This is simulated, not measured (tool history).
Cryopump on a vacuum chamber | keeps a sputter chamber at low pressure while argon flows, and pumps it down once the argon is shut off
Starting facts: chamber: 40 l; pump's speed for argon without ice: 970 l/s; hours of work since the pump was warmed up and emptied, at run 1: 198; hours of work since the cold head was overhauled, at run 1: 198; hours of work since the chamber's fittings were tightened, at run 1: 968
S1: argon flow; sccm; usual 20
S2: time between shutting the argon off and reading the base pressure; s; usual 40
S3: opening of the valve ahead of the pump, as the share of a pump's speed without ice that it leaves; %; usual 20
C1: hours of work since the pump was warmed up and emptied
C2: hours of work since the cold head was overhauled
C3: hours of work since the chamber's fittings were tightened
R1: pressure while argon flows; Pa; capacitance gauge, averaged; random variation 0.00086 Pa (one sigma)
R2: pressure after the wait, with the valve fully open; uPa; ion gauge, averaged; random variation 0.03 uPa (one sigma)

run,hour,S1,S2,S3,C1,C2,C3,R1,R2
1,0.0,20,40,20,198,198,968,0.1792,2.77
2,62.9,20,40,20,234,234,1003,0.1799,2.83
3,124.1,20,40,20,268,268,1037,0.1791,2.89
4,192.5,20,40,20,306,306,1076,0.1818,2.96
5,275.6,20,26,20,352,352,1122,0.1836,3.90
6,320.5,20,40,17,377,377,1147,0.2134,3.29
7,400.7,27,40,20,422,422,1192,0.2506,3.38
8,462.4,12,69,17,457,457,1226,0.1289,2.98
9,514.6,27,105,18,486,486,1256,0.2762,2.82
10,560.1,35,169,36,511,511,1281,0.1917,2.71
11,629.6,18,43,20,550,550,1320,0.1696,3.75
12,678.6,18,160,20,578,578,1347,0.1702,3.01

Forecast each of these 5 alternatives for the next run:
A,743.5,12,123,27,614,614,1384,?,?
B,743.5,27,160,20,614,614,1384,?,?
C,743.5,24,40,38,614,614,1384,?,?
D,743.5,18,49,23,614,614,1384,?,?
E,743.5,18,200,20,614,614,1384,?,?

run,R1,R2
A,0.0874,3.22
B,0.2566,3.03
C,0.1291,3.89
D,0.1512,3.58
E,0.1712,2.97
Without the tool's hidden state the same runs would have given:
run,R1,R2
A,0.0774,0.71
B,0.2342,0.56
C,0.1093,1.45
D,0.1362,1.20
E,0.1563,0.50
